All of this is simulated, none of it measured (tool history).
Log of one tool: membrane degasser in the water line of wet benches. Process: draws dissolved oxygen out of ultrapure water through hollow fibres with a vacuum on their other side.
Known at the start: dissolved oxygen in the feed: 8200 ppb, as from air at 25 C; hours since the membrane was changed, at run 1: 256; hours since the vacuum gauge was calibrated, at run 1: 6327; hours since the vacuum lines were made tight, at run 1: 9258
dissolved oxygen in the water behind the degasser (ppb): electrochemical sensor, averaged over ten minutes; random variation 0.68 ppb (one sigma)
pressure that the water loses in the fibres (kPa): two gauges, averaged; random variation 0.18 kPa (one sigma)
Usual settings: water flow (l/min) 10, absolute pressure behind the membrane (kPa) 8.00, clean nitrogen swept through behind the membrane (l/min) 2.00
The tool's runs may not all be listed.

run,hour,water flow (l/min),absolute pressure behind the membrane (kPa),clean nitrogen swept through behind the membrane (l/min),hours since the membrane was changed,hours since the vacuum gauge was calibrated,hours since the vacuum lines were made tight,dissolved oxygen in the water behind the degasser (ppb),pressure that the water loses in the fibres (kPa)
1,0.0,10,8.00,2.00,256,6327,9258,68.2,32.28
2,216.0,10,8.00,2.00,472,6543,9474,68.2,32.13
3,379.0,10,8.00,2.00,635,6706,9637,69.9,32.44
4,501.1,7,8.00,2.00,757,6828,9759,49.8,22.80
5,666.9,7,8.00,2.00,923,6994,9925,48.7,22.89
6,817.2,10,8.00,4.15,1073,7144,10075,35.7,32.32
7,940.9,10,8.00,4.15,1197,7268,10199,35.7,32.39
8,1111.5,10,8.00,2.00,1368,7438,10369,70.7,32.26
9,1328.1,10,8.00,2.00,1584,7655,10586,69.4,32.33
10,1532.8,8,8.00,2.00,1789,7859,10791,56.4,26.13
11,1733.0,8,8.00,2.00,1989,8060,10991,56.4,25.71
12,1821.9,6,8.00,2.36,2078,8149,11080,37.3,19.29
13,2003.7,8,18.85,1.02,2260,8330,11262,318.2,26.26
14,2103.4,7,14.89,2.31,2360,8430,11361,100.8,22.82
15,2198.6,14,7.36,1.60,2455,8525,11456,109.5,45.65
16,2380.1,7,6.85,5.98,2636,8707,11638,14.3,22.62
# hour 2483.4: vacuum gauge calibrated
17,2483.4,8,8.00,5.74,2739,0,11741,19.3,26.29
18,2647.8,7,5.26,2.73,2904,164,11905,15.0,22.76
19,2735.4,10,8.70,1.02,2991,252,11993,136.5,32.63
20,2878.7,10,8.70,1.02,3134,395,12136,135.9,32.77
21,3079.7,14,6.68,1.04,3335,596,12337,122.2,45.31
22,3184.7,14,6.68,1.04,3440,701,12442,125.2,45.16

Forecast each of these 3 alternatives for the next run:
A,3345.7,10,6.03,2.00,3601,862,12603,?,?
B,3345.7,10,6.68,1.87,3601,862,12603,?,?
C,3345.7,15,10.78,1.74,3601,862,12603,?,?

run,dissolved oxygen in the water behind the degasser (ppb),pressure that the water loses in the fibres (kPa)
A,41.7,32.37
B,52.3,32.61
C,176.5,49.22
Without the tool's hidden state the same runs would have given:
run,dissolved oxygen in the water behind the degasser (ppb),pressure that the water loses in the fibres (kPa)
A,38.2,32.01
B,48.1,32.25
C,167.5,48.68
